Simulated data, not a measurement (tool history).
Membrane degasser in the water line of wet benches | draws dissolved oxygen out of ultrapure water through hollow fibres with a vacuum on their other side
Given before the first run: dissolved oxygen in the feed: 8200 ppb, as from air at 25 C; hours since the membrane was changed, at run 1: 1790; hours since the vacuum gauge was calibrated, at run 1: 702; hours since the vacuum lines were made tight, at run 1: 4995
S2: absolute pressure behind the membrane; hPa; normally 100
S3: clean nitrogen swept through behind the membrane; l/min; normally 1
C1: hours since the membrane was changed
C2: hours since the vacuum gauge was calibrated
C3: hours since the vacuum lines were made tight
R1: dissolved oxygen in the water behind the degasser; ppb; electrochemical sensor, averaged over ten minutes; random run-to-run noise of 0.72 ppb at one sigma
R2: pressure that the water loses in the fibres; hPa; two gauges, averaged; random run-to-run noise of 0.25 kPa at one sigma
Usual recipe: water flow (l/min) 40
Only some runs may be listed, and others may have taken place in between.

run 1 hour=0 | water_flow_(l/min)=40 S2=100 S3=1 | C1=1790 C2=702 C3=4995 | R1=536.5 R2=652.5
run 2 hour=40.6 | water_flow_(l/min)=40 S2=100 S3=1 | C1=1831 C2=742 C3=5035 | R1=535.7 R2=656
run 3 hour=75.5 | water_flow_(l/min)=40 S2=100 S3=0.47 | C1=1865 C2=777 C3=5070 | R1=891.8 R2=652.6
run 4 hour=114.4 | water_flow_(l/min)=40 S2=100 S3=0.47 | C1=1904 C2=816 C3=5109 | R1=892.8 R2=652.7
run 5 hour=157.4 | water_flow_(l/min)=40 S2=100 S3=0.47 | C1=1947 C2=859 C3=5152 | R1=890.6 R2=652.1
run 6 hour=196.3 | water_flow_(l/min)=40 S2=100 S3=0.47 | C1=1986 C2=898 C3=5191 | R1=891.3 R2=652.4
run 7 hour=245 | water_flow_(l/min)=40 S2=100 S3=1.54 | C1=2035 C2=947 C3=5240 | R1=384.3 R2=651.9
run 8 hour=292 | water_flow_(l/min)=40 S2=100 S3=1.54 | C1=2082 C2=994 C3=5286 | R1=384.1 R2=653.1
run 9 hour=334 | water_flow_(l/min)=40 S2=100 S3=1 | C1=2124 C2=1036 C3=5328 | R1=537.1 R2=654.8
run 10 hour=367.9 | water_flow_(l/min)=34 S2=100 S3=1 | C1=2158 C2=1070 C3=5362 | R1=467.3 R2=557.2
run 11 hour=405.9 | water_flow_(l/min)=40 S2=100 S3=1 | C1=2196 C2=1108 C3=5400 | R1=536.4 R2=653.2
run 12 hour=452.6 | water_flow_(l/min)=40 S2=100 S3=1 | C1=2243 C2=1154 C3=5447 | R1=534.3 R2=657.3
run 13 hour=504.9 | water_flow_(l/min)=40 S2=100 S3=1 | C1=2295 C2=1207 C3=5499 | R1=536 R2=650.1
run 14 hour=548.1 | water_flow_(l/min)=30 S2=100 S3=1 | C1=2338 C2=1250 C3=5543 | R1=421.2 R2=486.9
run 15 hour=577.3 | water_flow_(l/min)=40 S2=100 S3=1 | C1=2367 C2=1279 C3=5572 | R1=538.1 R2=654.4
run 16 hour=624.7 | water_flow_(l/min)=40 S2=100 S3=1 | C1=2415 C2=1327 C3=5619 | R1=535.7 R2=654.5
run 17 hour=660.8 | water_flow_(l/min)=40 S2=100 S3=1 | C1=2451 C2=1363 C3=5655 | R1=536.7 R2=650.9
run 18 hour=686.1 | water_flow_(l/min)=40 S2=100 S3=1 | C1=2476 C2=1388 C3=5681 | R1=536.4 R2=658.9
run 19 hour=731.9 | water_flow_(l/min)=62 S2=174 S3=1.84 | C1=2522 C2=1434 C3=5726 | R1=984.5 R2=1021.4
run 20 hour=772.9 | water_flow_(l/min)=40 S2=98 S3=2.86 | C1=2563 C2=1475 C3=5767 | R1=226.3 R2=652
run 21 hour=800.2 | water_flow_(l/min)=40 S2=75 S3=0.61 | C1=2590 C2=1502 C3=5795 | R1=498.6 R2=656.3
run 22 hour=846.8 | water_flow_(l/min)=49 S2=87 S3=0.88 | C1=2637 C2=1549 C3=5841 | R1=580.6 R2=802.2
run 23 hour=874.5 | water_flow_(l/min)=49 S2=87 S3=0.88 | C1=2665 C2=1576 C3=5869 | R1=581.3 R2=803.5
run 24 hour=920.9 | water_flow_(l/min)=28 S2=191 S3=1.86 | C1=2711 C2=1623 C3=5915 | R1=528.2 R2=456.7
run 25 hour=951.4 | water_flow_(l/min)=52 S2=100 S3=1 | C1=2741 C2=1653 C3=5946 | R1=679.6 R2=854
run 26 hour=1001.2 | water_flow_(l/min)=60 S2=161 S3=2.59 | C1=2791 C2=1703 C3=5996 | R1=693.1 R2=986.3
run 27 hour=1047.3 | water_flow_(l/min)=60 S2=129 S3=0.71 | C1=2837 C2=1749 C3=6042 | R1=1277.5 R2=976.4
run 28 hour=1074.8 | water_flow_(l/min)=27 S2=205 S3=0.65 | C1=2865 C2=1777 C3=6069 | R1=1263 R2=440.4
run 29 hour=1125.3 | water_flow_(l/min)=27 S2=205 S3=0.65 | C1=2915 C2=1827 C3=6120 | R1=1264.8 R2=443.3
run 30 hour=1177.7 | water_flow_(l/min)=27 S2=205 S3=0.65 | C1=2968 C2=1880 C3=6172 | R1=1263 R2=443.8
run 31 hour=1206.7 | water_flow_(l/min)=27 S2=205 S3=0.65 | C1=2997 C2=1909 C3=6201 | R1=1262.5 R2=443.6
run 32 hour=1240.3 | water_flow_(l/min)=27 S2=205 S3=0.65 | C1=3030 C2=1942 C3=6235 | R1=1263.4 R2=447.5
run 33 hour=1279.8 | water_flow_(l/min)=60 S2=234 S3=1.61 | C1=3070 C2=1982 C3=6274 | R1=1399.9 R2=986

Hidden state or all else? Some run-to-run changes of R1, split into what the settings, what came in and random variation would give without the hidden state, and what is left for the hidden state (with any gauge scatter that isn't in both results):
The hidden state here: membrane still open, %; true pressure behind the membrane over the reading, kPa; air that leaks in behind the membrane, l/min; drift of the gauge itself on oxygen_ppb, %; drift of the gauge itself on loss_of_pressure_kpa, %.
Run 2 -> 3: S3 1 -> 0.47. R1 +356.1 ppb: hidden state -2.7, all else +358.8.
Run 6 -> 7: S3 0.47 -> 1.54. R1 -507 ppb: hidden state +2.4, all else -509.4.
Run 18 -> 19: water flow (l/min) 40 -> 62, S2 100 -> 174, S3 1 -> 1.84. R1 +448.1 ppb: hidden state +2.5, all else +445.6.
Run 19 -> 20: water flow (l/min) 62 -> 40, S2 174 -> 98, S3 1.84 -> 2.86. R1 -758.2 ppb: hidden state -4.6, all else -753.6.
Run 26 -> 27: S2 161 -> 129, S3 2.59 -> 0.71. R1 +584.4 ppb: hidden state -2.4, all else +586.8.

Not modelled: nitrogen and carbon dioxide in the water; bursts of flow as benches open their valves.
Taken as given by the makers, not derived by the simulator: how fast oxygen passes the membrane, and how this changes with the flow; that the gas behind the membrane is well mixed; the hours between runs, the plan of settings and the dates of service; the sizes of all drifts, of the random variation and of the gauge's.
